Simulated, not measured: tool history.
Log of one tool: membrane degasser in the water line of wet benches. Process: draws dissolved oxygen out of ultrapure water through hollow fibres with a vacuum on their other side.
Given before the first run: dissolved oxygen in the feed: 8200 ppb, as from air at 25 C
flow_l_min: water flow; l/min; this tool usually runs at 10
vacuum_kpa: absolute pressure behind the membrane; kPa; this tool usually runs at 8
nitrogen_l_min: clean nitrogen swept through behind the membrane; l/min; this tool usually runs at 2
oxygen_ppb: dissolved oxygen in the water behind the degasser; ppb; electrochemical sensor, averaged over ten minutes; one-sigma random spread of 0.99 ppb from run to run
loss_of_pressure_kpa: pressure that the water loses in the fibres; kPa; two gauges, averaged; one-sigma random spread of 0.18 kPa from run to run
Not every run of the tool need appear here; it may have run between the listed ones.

run    hour  flow_l_min  vacuum_kpa  nitrogen_l_min  oxygen_ppb  loss_of_pressure_kpa
  1       0          10           8               2        95.2                 35.86
  2   139.8          12           8               2       130.2                 43.45
  3     250          10           8            3.03        75.1                 35.81
  4   368.2          14           8            3.03       145.8                 50.51
  5   556.7          10        9.17               2       109.1                 35.86
  6   750.8          10        9.17               2       108.2                 35.78
  7   955.1          12        9.17               2         148                 42.61
  8  1171.8          11           8               2       111.7                 38.46
  9  1285.7          11           8               2         111                 39.01
 10  1471.8          11        5.25               2        75.7                 39.05

Run 11 is up next; what results do you expect?
 11  1590          11        5.25            3.09           ?                     ?

For run 11 the tool returned oxygen_ppb 66.9 ppb, loss_of_pressure_kpa 38.82 kPa.
Were there no unlogged condition in the tool, this run, its random variation unchanged, would have produced oxygen_ppb 66.6 ppb, loss_of_pressure_kpa 39.55 kPa.
